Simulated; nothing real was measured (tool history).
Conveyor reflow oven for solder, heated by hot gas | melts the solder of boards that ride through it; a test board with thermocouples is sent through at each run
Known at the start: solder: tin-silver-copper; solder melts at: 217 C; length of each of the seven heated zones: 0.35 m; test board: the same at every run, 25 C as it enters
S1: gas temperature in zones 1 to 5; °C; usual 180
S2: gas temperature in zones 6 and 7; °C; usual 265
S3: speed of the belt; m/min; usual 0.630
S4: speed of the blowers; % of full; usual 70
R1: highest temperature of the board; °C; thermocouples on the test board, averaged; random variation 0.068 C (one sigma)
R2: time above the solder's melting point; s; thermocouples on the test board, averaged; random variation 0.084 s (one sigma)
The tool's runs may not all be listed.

{"run": 1, "hour": 0.0, "S1": 180, "S2": 265, "S3": 0.63, "S4": 70, "R1": 250.86, "R2": 50.61}
{"hour": 13.3, "done": "thermocouples of zones 6 and 7 changed"}
{"run": 2, "hour": 41.5, "S1": 180, "S2": 265, "S3": 0.63, "S4": 70, "R1": 249.58, "R2": 50.02}
{"hour": 52.8, "done": "flux residue cleaned out of gas plates and filters"}
{"run": 3, "hour": 87.3, "S1": 180, "S2": 265, "S3": 0.63, "S4": 70, "R1": 251.34, "R2": 51.39}
{"run": 4, "hour": 112.3, "S1": 180, "S2": 265, "S3": 0.63, "S4": 85, "R1": 253.92, "R2": 53.59}
{"run": 5, "hour": 141.0, "S1": 180, "S2": 265, "S3": 0.63, "S4": 85, "R1": 253.8, "R2": 53.52}
{"run": 6, "hour": 181.5, "S1": 180, "S2": 265, "S3": 0.63, "S4": 85, "R1": 253.75, "R2": 53.48}
{"run": 7, "hour": 231.8, "S1": 180, "S2": 265, "S3": 0.63, "S4": 70, "R1": 250.47, "R2": 50.87}
{"run": 8, "hour": 258.7, "S1": 180, "S2": 265, "S3": 0.63, "S4": 70, "R1": 250.47, "R2": 50.65}
{"run": 9, "hour": 299.1, "S1": 180, "S2": 265, "S3": 0.63, "S4": 70, "R1": 250.23, "R2": 50.41}
{"hour": 337.9, "done": "flux residue cleaned out of gas plates and filters"}
{"run": 10, "hour": 342.2, "S1": 180, "S2": 265, "S3": 0.63, "S4": 70, "R1": 251.94, "R2": 52.02}
{"run": 11, "hour": 368.4, "S1": 180, "S2": 265, "S3": 0.585, "S4": 70, "R1": 253.79, "R2": 57.76}
{"run": 12, "hour": 392.5, "S1": 180, "S2": 265, "S3": 0.63, "S4": 70, "R1": 251.67, "R2": 51.8}
{"run": 13, "hour": 428.3, "S1": 180, "S2": 265, "S3": 0.63, "S4": 52, "R1": 246.42, "R2": 46.88}
{"run": 14, "hour": 452.4, "S1": 180, "S2": 253, "S3": 0.63, "S4": 70, "R1": 241.1, "R2": 44.45}
{"run": 15, "hour": 495.4, "S1": 182, "S2": 253, "S3": 0.6, "S4": 70, "R1": 242.38, "R2": 49.09}
{"run": 16, "hour": 519.1, "S1": 180, "S2": 270, "S3": 0.63, "S4": 77, "R1": 256.89, "R2": 54.84}
{"run": 17, "hour": 571.3, "S1": 180, "S2": 269, "S3": 0.506, "S4": 70, "R1": 260.16, "R2": 71.59}
{"run": 18, "hour": 593.5, "S1": 180, "S2": 269, "S3": 0.506, "S4": 70, "R1": 259.97, "R2": 71.44}
{"hour": 621.7, "done": "flux residue cleaned out of gas plates and filters"}
{"run": 19, "hour": 622.7, "S1": 180, "S2": 269, "S3": 0.506, "S4": 64, "R1": 260.32, "R2": 71.48}
{"run": 20, "hour": 668.4, "S1": 180, "S2": 269, "S3": 0.506, "S4": 64, "R1": 260.18, "R2": 71.59}
{"run": 21, "hour": 698.4, "S1": 172, "S2": 265, "S3": 0.63, "S4": 70, "R1": 250.64, "R2": 48.7}
{"run": 22, "hour": 749.9, "S1": 184, "S2": 265, "S3": 0.754, "S4": 51, "R1": 240.63, "R2": 34.44}
{"run": 23, "hour": 778.2, "S1": 184, "S2": 265, "S3": 0.754, "S4": 51, "R1": 240.47, "R2": 34.27}
{"run": 24, "hour": 832.0, "S1": 184, "S2": 259, "S3": 0.718, "S4": 51, "R1": 237.55, "R2": 33.79}
{"run": 25, "hour": 871.2, "S1": 180, "S2": 265, "S3": 0.63, "S4": 65, "R1": 249.93, "R2": 50.43}
{"hour": 906.5, "done": "flux residue cleaned out of gas plates and filters"}
{"run": 26, "hour": 918.1, "S1": 180, "S2": 265, "S3": 0.63, "S4": 65, "R1": 251.42, "R2": 51.83}

Hidden state or all else? Some run-to-run changes of R1, split into what the settings, what came in and random variation would give without the hidden state, and what is left for the hidden state (with any gauge scatter that isn't in both results):
The hidden state here: heat that the gas passes to the board, % of a clean oven's; belt's true speed, % of the reading; true gas temperature in zones 6 and 7 over the reading, C; drift of the gauge itself on peak_c, C; drift of the gauge itself on liquid_s, %.
Run 2 -> 3: flux residue cleaned out of gas plates and filters. R1 +1.76 °C: hidden state +1.75, all else +0.01.
Run 9 -> 10: flux residue cleaned out of gas plates and filters. R1 +1.71 °C: hidden state +1.73, all else -0.02.
Run 15 -> 16: S1 182 -> 180, S2 253 -> 270, S3 0.600 -> 0.630, S4 70 -> 77. R1 +14.51 °C: hidden state -0.35, all else +14.86.
Run 24 -> 25: S1 184 -> 180, S2 259 -> 265, S3 0.718 -> 0.630, S4 51 -> 65. R1 +12.38 °C: hidden state -0.14, all else +12.52.
